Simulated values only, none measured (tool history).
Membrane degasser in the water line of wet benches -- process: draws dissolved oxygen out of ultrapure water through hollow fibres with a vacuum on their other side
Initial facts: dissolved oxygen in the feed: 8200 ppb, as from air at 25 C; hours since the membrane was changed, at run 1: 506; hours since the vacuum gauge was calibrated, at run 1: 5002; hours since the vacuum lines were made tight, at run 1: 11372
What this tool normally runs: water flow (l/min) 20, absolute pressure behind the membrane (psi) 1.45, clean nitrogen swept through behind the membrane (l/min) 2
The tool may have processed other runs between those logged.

run	hour	water flow (l/min)	absolute pressure behind the membrane (psi)	clean nitrogen swept through behind the membrane (l/min)	hours since the membrane was changed	hours since the vacuum gauge was calibrated	hours since the vacuum lines were made tight	dissolved oxygen in the water behind the degasser (ppb)	pressure that the water loses in the fibres (psi)
1	0	20	1.45	2	506	5002	11372	162.3	5.603
2	191.9	20	1.45	2	697	5194	11563	161.7	5.671
# hour 242.7: seals of the vacuum lines changed
3	458.7	20	1.45	4.1	962	5459	216	85.5	5.591
4	647.4	20	1.45	4.1	1151	5647	405	83.4	5.656
5	884.8	20	1.45	2	1388	5885	642	162.5	5.575
6	1151.4	20	1.45	2	1655	6151	909	163.5	5.591
7	1339.4	20	1.45	2	1843	6339	1097	165.7	5.572
8	1575.3	20	1.33	2	2079	6575	1333	143.9	5.646
9	1727.5	20	1.45	3.3	2231	6727	1485	102.9	5.625
10	1993.1	20	1.45	2	2497	6993	1750	164.4	5.626
11	2234.4	20	1.45	2	2738	7234	1992	164.1	5.598
12	2393.9	20	1.45	2	2897	7394	2151	163.6	5.606
13	2537	20	1.45	2	3041	7537	2294	164.6	5.604
14	2735.1	20	1.45	2	3239	7735	2492	164.3	5.61
15	2889	20	1.45	2	3393	7889	2646	166.2	5.606
16	3010.9	12	1.45	4.89	3514	8011	2768	41.9	3.353
17	3253.7	12	1.45	4.89	3757	8254	3011	42	3.375
18	3473.9	27	1.32	2.95	3978	8474	3231	150.9	7.536
19	3688.9	20	1.32	2.95	4192	8689	3446	101.9	5.643
# hour 3788.2: vacuum gauge calibrated
20	3953.1	29	0.88	2.15	4456	165	3710	121.6	8.213
21	4093.5	29	0.88	2.15	4597	305	3850	122.1	8.111
22	4337.8	29	0.88	2.15	4841	550	4095	122.1	8.164
23	4459.7	29	2.52	2.15	4963	672	4217	459.5	8.184
24	4617	29	2.52	2.15	5120	829	4374	464.8	8.151
25	4810.8	29	2.52	2.15	5314	1023	4568	463.5	8.087
26	4974	13	1.12	2	5477	1186	4731	72.6	3.603
27	5095.3	32	1.45	4.39	5598	1307	4852	168.6	9.005

Run 28, settings as shown, results not yet in. Your forecast:
# hour 5189.9: gauge calibrated
28	5209.1	13	1.38	2.33	5712	1421	4966	?	?

Run 28 measured dissolved oxygen in the water behind the degasser (ppb) 84.8, pressure that the water loses in the fibres (psi) 3.595.
If the tool had no hidden condition, the same run with the same run-to-run variation would have returned dissolved oxygen in the water behind the degasser (ppb) 84.8, pressure that the water loses in the fibres (psi) 3.594.
